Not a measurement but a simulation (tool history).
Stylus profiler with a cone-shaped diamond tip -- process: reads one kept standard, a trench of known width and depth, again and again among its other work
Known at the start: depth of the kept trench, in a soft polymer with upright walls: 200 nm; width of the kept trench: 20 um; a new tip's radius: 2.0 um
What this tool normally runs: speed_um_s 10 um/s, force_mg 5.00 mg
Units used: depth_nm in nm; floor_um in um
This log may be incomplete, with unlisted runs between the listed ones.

run 1 hour=0.0 | speed_um_s=10 force_mg=5.00 | depth_nm=202.50 floor_um=18.24
run 2 hour=63.7 | speed_um_s=10 force_mg=3.69 | depth_nm=201.94 floor_um=18.22
run 3 hour=121.7 | speed_um_s=10 force_mg=3.69 | depth_nm=201.92 floor_um=18.21
run 4 hour=148.9 | speed_um_s=10 force_mg=3.69 | depth_nm=202.00 floor_um=18.29
run 5 hour=207.6 | speed_um_s=10 force_mg=3.69 | depth_nm=201.99 floor_um=18.23
run 6 hour=260.8 | speed_um_s=10 force_mg=3.69 | depth_nm=201.88 floor_um=18.23
run 7 hour=311.1 | speed_um_s=3 force_mg=5.00 | depth_nm=202.39 floor_um=18.26
run 8 hour=364.8 | speed_um_s=3 force_mg=5.00 | depth_nm=202.38 floor_um=18.20
run 9 hour=415.9 | speed_um_s=3 force_mg=5.00 | depth_nm=202.47 floor_um=18.30
run 10 hour=472.4 | speed_um_s=3 force_mg=2.35 | depth_nm=201.58 floor_um=18.20
run 11 hour=530.4 | speed_um_s=3 force_mg=2.35 | depth_nm=201.49 floor_um=18.19
run 12 hour=563.8 | speed_um_s=18 force_mg=5.00 | depth_nm=202.42 floor_um=18.22
run 13 hour=607.8 | speed_um_s=4 force_mg=3.75 | depth_nm=201.95 floor_um=18.25
run 14 hour=638.9 | speed_um_s=2 force_mg=2.76 | depth_nm=201.72 floor_um=18.23
-- hour=657.3 height scale calibrated on a step standard
run 15 hour=695.1 | speed_um_s=22 force_mg=3.49 | depth_nm=201.80 floor_um=18.21
-- hour=743.7 new tip fitted, height scale calibrated
run 16 hour=752.5 | speed_um_s=6 force_mg=4.69 | depth_nm=202.30 floor_um=18.19
run 17 hour=806.2 | speed_um_s=6 force_mg=4.69 | depth_nm=202.32 floor_um=18.25
run 18 hour=853.9 | speed_um_s=38 force_mg=3.39 | depth_nm=201.83 floor_um=18.18
run 19 hour=897.6 | speed_um_s=22 force_mg=7.49 | depth_nm=203.07 floor_um=18.23
run 20 hour=928.8 | speed_um_s=22 force_mg=7.49 | depth_nm=203.06 floor_um=18.21
run 21 hour=991.5 | speed_um_s=39 force_mg=14.85 | depth_nm=205.09 floor_um=18.24
run 22 hour=1051.1 | speed_um_s=3 force_mg=2.02 | depth_nm=201.34 floor_um=18.26
run 23 hour=1105.7 | speed_um_s=8 force_mg=14.11 | depth_nm=204.88 floor_um=18.29

5 ways to go on from here, each from the tool as it stands after run 23. What would each give?
run A hour=1167.0 | speed_um_s=7 force_mg=14.11 | depth_nm=? floor_um=?
run B hour=1167.0 | speed_um_s=8 force_mg=4.82 | depth_nm=? floor_um=?
run C hour=1167.0 | speed_um_s=13 force_mg=3.03 | depth_nm=? floor_um=?
run D hour=1167.0 | speed_um_s=25 force_mg=3.23 | depth_nm=? floor_um=?
run E hour=1167.0 | speed_um_s=2 force_mg=6.19 | depth_nm=? floor_um=?

run=A depth_nm=204.95 floor_um=18.19
run=B depth_nm=202.35 floor_um=18.22
run=C depth_nm=201.79 floor_um=18.16
run=D depth_nm=201.80 floor_um=18.20
run=E depth_nm=202.80 floor_um=18.22
Stripped of hidden state, with their random variation kept, the same runs would have yielded:
run=A depth_nm=204.94 floor_um=18.19
run=B depth_nm=202.35 floor_um=18.23
run=C depth_nm=201.79 floor_um=18.17
run=D depth_nm=201.79 floor_um=18.20
run=E depth_nm=202.80 floor_um=18.23
